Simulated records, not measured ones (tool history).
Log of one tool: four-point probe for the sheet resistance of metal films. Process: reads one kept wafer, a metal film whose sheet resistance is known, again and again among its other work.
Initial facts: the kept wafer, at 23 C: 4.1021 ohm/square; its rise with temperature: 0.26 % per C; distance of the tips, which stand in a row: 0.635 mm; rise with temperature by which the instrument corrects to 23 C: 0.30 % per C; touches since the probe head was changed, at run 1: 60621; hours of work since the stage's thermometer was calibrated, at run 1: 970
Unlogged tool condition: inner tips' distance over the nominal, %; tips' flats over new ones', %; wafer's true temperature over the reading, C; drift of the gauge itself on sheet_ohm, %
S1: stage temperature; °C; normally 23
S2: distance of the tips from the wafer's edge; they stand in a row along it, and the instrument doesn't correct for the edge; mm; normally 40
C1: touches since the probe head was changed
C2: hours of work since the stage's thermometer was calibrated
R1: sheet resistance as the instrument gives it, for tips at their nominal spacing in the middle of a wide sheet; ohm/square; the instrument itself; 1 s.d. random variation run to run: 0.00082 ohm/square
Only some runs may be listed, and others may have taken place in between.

| run | hour | S1 | S2 | C1 | C2 | R1 |
|---|---|---|---|---|---|---|
| 1 | 0.0 | 23 | 40 | 60621 | 970 | 4.114053 |
| 2 | 40.9 | 23 | 40 | 61539 | 996 | 4.115309 |
| 3 | 117.6 | 23 | 40 | 63262 | 1044 | 4.114926 |
| 4 | 172.6 | 23 | 34 | 64495 | 1078 | 4.117282 |
| 5 | 238.5 | 23 | 34 | 65976 | 1120 | 4.116565 |
| 6 | 303.3 | 23 | 40 | 67430 | 1160 | 4.116146 |
| 7 | 383.9 | 23 | 40 | 69239 | 1211 | 4.117638 |
| 8 | 462.9 | 31 | 40 | 71013 | 1261 | 4.104210 |
| 9 | 528.0 | 18 | 40 | 72474 | 1302 | 4.127082 |
| 10 | 576.2 | 18 | 40 | 73556 | 1332 | 4.127773 |
| 11 | 648.5 | 23 | 22 | 75180 | 1377 | 4.118837 |
| 12 | 719.1 | 23 | 22 | 76765 | 1422 | 4.119350 |
| 13 | 759.3 | 29 | 39 | 77665 | 1447 | 4.108666 |
| 14 | 841.9 | 29 | 30 | 79521 | 1499 | 4.110197 |
| 15 | 913.8 | 30 | 5 | 81134 | 1544 | 4.143250 |
| 16 | 959.6 | 20 | 4 | 82162 | 1573 | 4.180764 |
|  | 964.1 | stage's thermometer calibrated |
| 17 | 1006.7 | 18 | 4 | 83209 | 27 | 4.182667 |
| 18 | 1074.4 | 23 | 6 | 84727 | 69 | 4.144476 |
|  | 1104.3 | stage's thermometer calibrated, once more |
| 19 | 1122.2 | 23 | 6 | 85791 | 11 | 4.147103 |
| 20 | 1157.7 | 27 | 31 | 86586 | 34 | 4.116180 |
| 21 | 1217.0 | 27 | 9 | 87917 | 71 | 4.126379 |
| 22 | 1283.2 | 19 | 3 | 89405 | 112 | 4.227941 |
| 23 | 1337.3 | 30 | 20 | 90619 | 146 | 4.114638 |

What if the next run were any one of these 3? Each begins from the tool's condition after run 23:
| A | 1400.5 | 22 | 6 | 92039 | 186 | ? |
| B | 1400.5 | 23 | 4 | 92039 | 186 | ? |
| C | 1400.5 | 19 | 48 | 92039 | 186 | ? |

| run | R1 |
|---|---|
| A | 4.149908 |
| B | 4.179297 |
| C | 4.130345 |
Stripped of hidden state, with their random variation kept, the same runs would have yielded:
| run | R1 |
|---|---|
| A | 4.128543 |
| B | 4.157793 |
| C | 4.109073 |
